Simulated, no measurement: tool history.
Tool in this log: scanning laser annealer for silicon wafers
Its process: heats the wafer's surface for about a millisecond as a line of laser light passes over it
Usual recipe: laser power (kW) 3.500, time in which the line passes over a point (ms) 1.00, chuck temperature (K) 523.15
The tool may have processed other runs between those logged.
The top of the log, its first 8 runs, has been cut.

run,hour,laser power (kW),time in which the line passes over a point (ms),chuck temperature (K),highest temperature of the surface (K)
9,433.4,3.320,1.00,503.15,1218.15
10,483.6,3.320,1.00,503.15,1219.15
11,551.1,3.320,1.00,503.15,1218.15
12,617.1,3.500,1.00,500.15,1253.15
13,674.0,3.500,1.00,500.15,1252.15
14,756.4,3.500,1.00,494.15,1245.15
15,831.5,3.500,1.00,494.15,1243.15
16,880.4,3.500,1.00,553.15,1303.15
17,924.9,3.500,1.00,553.15,1303.15
18,974.6,3.500,1.00,523.15,1273.15
19,1024.8,3.500,1.00,493.15,1241.15
20,1098.8,3.783,1.14,539.15,1400.15
21,1183.1,3.783,1.14,539.15,1400.15
22,1223.2,3.475,0.79,543.15,1209.15
23,1262.9,3.437,0.79,494.15,1148.15
24,1345.4,3.334,0.97,508.15,1208.15
25,1411.3,3.615,1.00,508.15,1276.15
# hour 1431.8: window over the wafer cleaned
26,1466.6,3.615,1.00,508.15,1290.15

The next listed run, before its measurement:
27,1552.3,3.615,1.00,508.15,?

{"run 27": {"highest temperature of the surface (K)": 1291.15}}
With the hidden condition absent and the run-to-run variation left alone, this run would have shown highest temperature of the surface (K) 1290.15.
